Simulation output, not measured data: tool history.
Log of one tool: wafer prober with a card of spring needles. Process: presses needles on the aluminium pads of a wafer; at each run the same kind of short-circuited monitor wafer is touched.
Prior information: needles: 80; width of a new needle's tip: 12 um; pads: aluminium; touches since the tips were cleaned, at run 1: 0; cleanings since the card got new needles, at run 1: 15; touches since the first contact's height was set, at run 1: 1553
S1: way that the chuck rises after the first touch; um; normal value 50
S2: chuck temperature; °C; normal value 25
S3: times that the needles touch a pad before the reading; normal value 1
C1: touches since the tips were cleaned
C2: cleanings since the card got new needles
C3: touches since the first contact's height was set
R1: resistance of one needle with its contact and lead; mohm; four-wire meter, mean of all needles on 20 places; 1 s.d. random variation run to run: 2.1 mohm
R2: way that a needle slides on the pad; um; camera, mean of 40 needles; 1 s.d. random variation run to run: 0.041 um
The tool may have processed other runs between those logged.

run   hour  S1  S2  S3    C1  C2      C3   R1     R2
  1    0.0  50  25   1     0  15    1553  233  11.05
  2   13.9  50  25   1  4149  15    5702  233  11.05
      25.9  -- tips cleaned on abrasive film
  3   31.5  50  25   1  1682  16   10941  239  11.03
      51.7  -- tips cleaned on abrasive film
  4   63.1  50  25   1  3412  17   20370  239  10.92
      76.7  -- tips cleaned on abrasive film
  5   88.9  50  25   1  3642  18   28047  236  10.86
     103.7  -- tips cleaned on abrasive film
  6  121.8  50  25   1  5389  19   37836  235  10.90
     130.6  -- tips cleaned on abrasive film
  7  135.5  50  25   1  1445  20   41896  239  10.92
     156.3  -- tips cleaned on abrasive film
  8  168.1  50  25   1  3525  21   51618  237  10.92
     181.5  -- tips cleaned on abrasive film
  9  185.7  50  84   1  1269  22   56866  250  10.89
     208.7  -- tips cleaned on abrasive film
 10  213.1  50  84   1  1300  23   65007  250  10.80
 11  231.8  32  25   1  6896  23   70603  242   6.92
     233.3  -- tips cleaned on abrasive film
 12  245.8  45  25   1  3716  24   74757  238   9.80
     258.7  -- tips cleaned on abrasive film
 13  266.9  48  51   1  2458  25   81044  244  10.38
     284.4  -- tips cleaned on abrasive film
 14  296.3  39  26   1  3543  26   89793  240   8.37
     310.8  -- tips cleaned on abrasive film
 15  315.1  39  26   1  1287  27   95401  239   8.41
     335.4  -- tips cleaned on abrasive film
 16  345.4  56  25   1  2989  28  104428  232  12.10
     362.5  -- tips cleaned on abrasive film
 17  366.5  56  25   1  1195  29  110697  234  12.10
     387.2  -- tips cleaned on abrasive film
 18  397.5  38  49   1  3078  30  119933  244   8.15
     412.5  -- tips cleaned on abrasive film
     412.8  -- height of the first contact set anew
 19  428.5  38  49   1  4669  31    4669  245   8.23
     437.7  -- tips cleaned on abrasive film
 20  445.1  38  49   1  2200  32    9597  248   8.26
     463.3  -- tips cleaned on abrasive film
 21  467.8  48  43   1  1355  33   16364  242  10.32

Here are 5 independent what-if runs from the current tool condition. What would each one return?
  A  481.9  50   45   1  5567  33  20576   ?   ?
  B  481.9  59  108   2  5567  33  20576   ?   ?
  C  481.9  50   25   1  5567  33  20576   ?   ?
  D  481.9  37   43   1  5567  33  20576   ?   ?
  E  481.9  50   26   3  5567  33  20576   ?   ?

run   R1     R2
  A  240  10.68
  B  258  12.51
  C  237  10.69
  D  246   7.91
  E  234  10.82
Take away the tool's hidden state, keep each run's random variation, and the runs would have read:
run   R1     R2
  A  240  10.96
  B  258  12.84
  C  237  10.98
  D  245   8.11
  E  234  11.10
